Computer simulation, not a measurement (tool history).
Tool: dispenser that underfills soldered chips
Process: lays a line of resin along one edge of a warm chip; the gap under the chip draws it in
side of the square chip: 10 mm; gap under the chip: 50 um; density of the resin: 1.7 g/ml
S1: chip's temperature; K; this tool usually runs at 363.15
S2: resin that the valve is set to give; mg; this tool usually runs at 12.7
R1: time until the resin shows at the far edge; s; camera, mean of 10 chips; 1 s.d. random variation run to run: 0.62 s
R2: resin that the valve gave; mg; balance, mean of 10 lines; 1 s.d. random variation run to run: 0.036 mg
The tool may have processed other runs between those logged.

run,hour,S1,S2,R1,R2
1,0,363.15,12.7,92.4,12.36
# hour 1.8: new syringe of resin
2,7.7,363.15,12.7,73.2,12.38
3,12.1,363.15,12.7,89.5,12.34
# hour 14.5: new syringe of resin
4,18.8,363.15,12.7,67.7,12.36
# hour 27.3: new syringe of resin
5,28.1,363.15,12.7,57.7,12.32
6,32.4,363.15,15.2,69.8,14.78
7,38.8,363.15,15.2,92.9,14.7
# hour 40.1: new syringe of resin
8,46.7,363.15,12.7,77.7,12.23
# hour 48.9: dispensing valve cleaned and set on the balance
# hour 54: new syringe of resin
9,57.5,363.15,12.7,66.5,12.61
10,63.8,363.15,12.7,87.8,12.64
# hour 66.7: new syringe of resin
11,73.3,363.15,12.7,75.6,12.53
# hour 79.4: new syringe of resin
12,79.8,363.15,11.2,57.7,11.06
13,89.4,354.15,11.5,127.5,11.33
# hour 92.1: new syringe of resin
14,97.1,363.15,12.9,70.2,12.65
# hour 104.8: new syringe of resin
15,105.1,369.15,12,44.8,11.8
16,114.4,363.15,12.5,87.3,12.27
# hour 117.9: new syringe of resin
17,121.4,374.15,15.3,41,14.94
18,127.5,355.15,12.3,122.6,12.02
# hour 130.9: new syringe of resin
19,135,375.15,13.2,44,12.89
20,141.3,377.15,12.8,51.5,12.5
# hour 144: new syringe of resin
21,149.8,359.15,14.1,84.6,13.64
22,155.7,359.15,14.1,111,13.7
# hour 156.7: new syringe of resin
23,162.4,351.15,13.8,122.8,13.36
# hour 169.2: new syringe of resin
24,172.1,351.15,13.8,108.5,13.28

3 options for the next run, each taken on its own from the tool as it stands now. Forecast them:
A,179,363.15,13.3,?,?
B,179,369.15,11,?,?
C,179,353.15,10.9,?,?

run,R1,R2
A,90,12.81
B,72.4,10.63
C,146.9,10.53
With no hidden state in the tool, these same runs would have given:
run,R1,R2
A,54.9,13.31
B,43.7,11.05
C,88.7,10.94

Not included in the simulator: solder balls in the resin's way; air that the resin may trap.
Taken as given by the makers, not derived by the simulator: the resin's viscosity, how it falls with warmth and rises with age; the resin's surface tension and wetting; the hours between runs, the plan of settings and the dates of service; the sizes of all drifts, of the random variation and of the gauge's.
